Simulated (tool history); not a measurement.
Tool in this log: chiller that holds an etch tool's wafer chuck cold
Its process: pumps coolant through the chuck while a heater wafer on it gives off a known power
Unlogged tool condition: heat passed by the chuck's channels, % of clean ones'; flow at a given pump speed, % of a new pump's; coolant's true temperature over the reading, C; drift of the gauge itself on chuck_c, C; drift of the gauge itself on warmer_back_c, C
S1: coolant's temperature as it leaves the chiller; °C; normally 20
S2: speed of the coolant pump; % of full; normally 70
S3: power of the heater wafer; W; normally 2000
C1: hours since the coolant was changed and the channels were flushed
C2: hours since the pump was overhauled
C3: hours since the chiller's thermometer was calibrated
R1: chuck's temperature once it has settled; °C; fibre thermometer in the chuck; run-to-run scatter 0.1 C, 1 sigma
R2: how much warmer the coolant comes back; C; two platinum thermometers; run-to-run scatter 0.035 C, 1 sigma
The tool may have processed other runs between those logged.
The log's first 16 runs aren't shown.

{"run": 17, "day": 37.862, "S1": 13, "S2": 82, "S3": 1958, "C1": 7264, "C2": 2508, "C3": 4990, "R1": 31.1, "R2": 5.2}
{"run": 18, "day": 39.438, "S1": 13, "S2": 82, "S3": 1958, "C1": 7302, "C2": 2546, "C3": 5027, "R1": 31.4, "R2": 5.25}
{"day": 40.225, "done": "chiller's thermometer calibrated"}
{"run": 19, "day": 42.25, "S1": 13, "S2": 82, "S3": 1958, "C1": 7369, "C2": 2612, "C3": 49, "R1": 31.8, "R2": 5.28}
{"run": 20, "day": 43.621, "S1": 12, "S2": 96, "S3": 1411, "C1": 7402, "C2": 2645, "C3": 82, "R1": 24.5, "R2": 3.23}
{"run": 21, "day": 45.662, "S1": 12, "S2": 98, "S3": 2175, "C1": 7451, "C2": 2694, "C3": 130, "R1": 31.1, "R2": 4.89}
{"run": 22, "day": 47.292, "S1": 12, "S2": 98, "S3": 2175, "C1": 7490, "C2": 2733, "C3": 170, "R1": 31.2, "R2": 4.97}
{"run": 23, "day": 49.379, "S1": 20, "S2": 94, "S3": 2847, "C1": 7540, "C2": 2783, "C3": 220, "R1": 45.7, "R2": 6.72}
{"run": 24, "day": 51.225, "S1": 20, "S2": 94, "S3": 2847, "C1": 7584, "C2": 2828, "C3": 264, "R1": 45.7, "R2": 6.7}
{"run": 25, "day": 52.971, "S1": 26, "S2": 91, "S3": 1599, "C1": 7626, "C2": 2870, "C3": 306, "R1": 40.7, "R2": 3.85}
{"run": 26, "day": 55.442, "S1": 14, "S2": 97, "S3": 2176, "C1": 7685, "C2": 2929, "C3": 365, "R1": 33.3, "R2": 5.04}
{"run": 27, "day": 57.071, "S1": 20, "S2": 72, "S3": 1590, "C1": 7725, "C2": 2968, "C3": 404, "R1": 36.6, "R2": 4.81}
{"run": 28, "day": 58.679, "S1": 12, "S2": 70, "S3": 1660, "C1": 7763, "C2": 3007, "C3": 443, "R1": 29.6, "R2": 5.27}
{"run": 29, "day": 61.525, "S1": 20, "S2": 70, "S3": 1947, "C1": 7831, "C2": 3075, "C3": 511, "R1": 40.8, "R2": 6.18}
{"run": 30, "day": 63.229, "S1": 20, "S2": 77, "S3": 1947, "C1": 7872, "C2": 3116, "C3": 552, "R1": 39.7, "R2": 5.6}
{"run": 31, "day": 64.567, "S1": 20, "S2": 77, "S3": 1947, "C1": 7904, "C2": 3148, "C3": 584, "R1": 39.8, "R2": 5.63}
{"day": 66.517, "done": "coolant changed, channels flushed"}
{"run": 32, "day": 67.817, "S1": 23, "S2": 84, "S3": 1596, "C1": 31, "C2": 3220, "C3": 656, "R1": 35.6, "R2": 4.22}

Alternative continuations, all from the tool just after run 32; predict every row:
{"run": "A", "day": 70.05, "S1": 20, "S2": 70, "S3": 1134, "C1": 85, "C2": 3273, "C3": 710, "R1": "?", "R2": "?"}
{"run": "B", "day": 70.05, "S1": 11, "S2": 84, "S3": 1596, "C1": 85, "C2": 3273, "C3": 710, "R1": "?", "R2": "?"}
{"run": "C", "day": 70.05, "S1": 12, "S2": 89, "S3": 1024, "C1": 85, "C2": 3273, "C3": 710, "R1": "?", "R2": "?"}

run=A R1=29.9 R2=3.60
run=B R1=23.5 R2=4.23
run=C R1=19.9 R2=2.56
Without the tool's unlogged condition, the same runs would have read:
run=A R1=29.6 R2=3.41
run=B R1=23.1 R2=4.01
run=C R1=19.7 R2=2.43

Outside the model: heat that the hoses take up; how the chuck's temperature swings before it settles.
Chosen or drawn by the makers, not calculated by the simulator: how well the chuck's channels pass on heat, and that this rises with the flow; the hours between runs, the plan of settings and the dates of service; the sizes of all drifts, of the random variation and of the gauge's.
